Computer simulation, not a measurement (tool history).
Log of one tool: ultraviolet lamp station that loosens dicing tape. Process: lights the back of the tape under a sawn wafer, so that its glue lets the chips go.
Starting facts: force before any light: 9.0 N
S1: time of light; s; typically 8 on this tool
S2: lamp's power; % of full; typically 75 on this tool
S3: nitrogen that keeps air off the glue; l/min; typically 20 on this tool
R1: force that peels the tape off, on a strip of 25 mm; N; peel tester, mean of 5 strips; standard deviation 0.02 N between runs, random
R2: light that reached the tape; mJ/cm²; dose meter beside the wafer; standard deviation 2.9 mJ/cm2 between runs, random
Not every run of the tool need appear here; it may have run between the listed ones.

run	hour	S1	S2	S3	R1	R2
1	0.0	8	75	20	1.488	321
2	12.0	8	75	20	1.525	313
3	24.1	8	75	20	1.472	321
4	30.4	8	75	20	1.486	319
5	38.2	8	75	20	1.483	313
# hour 48.9: window cleaned of glue's vapour
6	48.9	8	75	20	1.108	370
7	59.6	8	75	20	1.161	365
8	64.6	7	75	20	1.441	326
9	71.2	8	75	7	2.156	371
10	79.5	4	72	23	3.033	180
11	84.6	4	72	23	2.971	176
12	89.8	4	72	23	3.034	175
13	97.3	4	72	23	2.996	173
14	106.0	4	72	23	3.076	172
15	117.8	8	96	20	0.740	462
16	125.1	12	72	9	1.054	514

Each row is a separate what-if for the run after 16, all from the same tool condition, not one after another. Results?
A	134.2	12	94	18	?	?
B	134.2	8	62	20	?	?
C	134.2	5	62	9	?	?

run	R1	R2
A	0.402	675
B	1.634	299
C	4.026	186
With the hidden condition removed and each run's random variation left untouched, the same runs would have given:
run	R1	R2
A	0.335	765
B	1.336	338
C	3.630	211
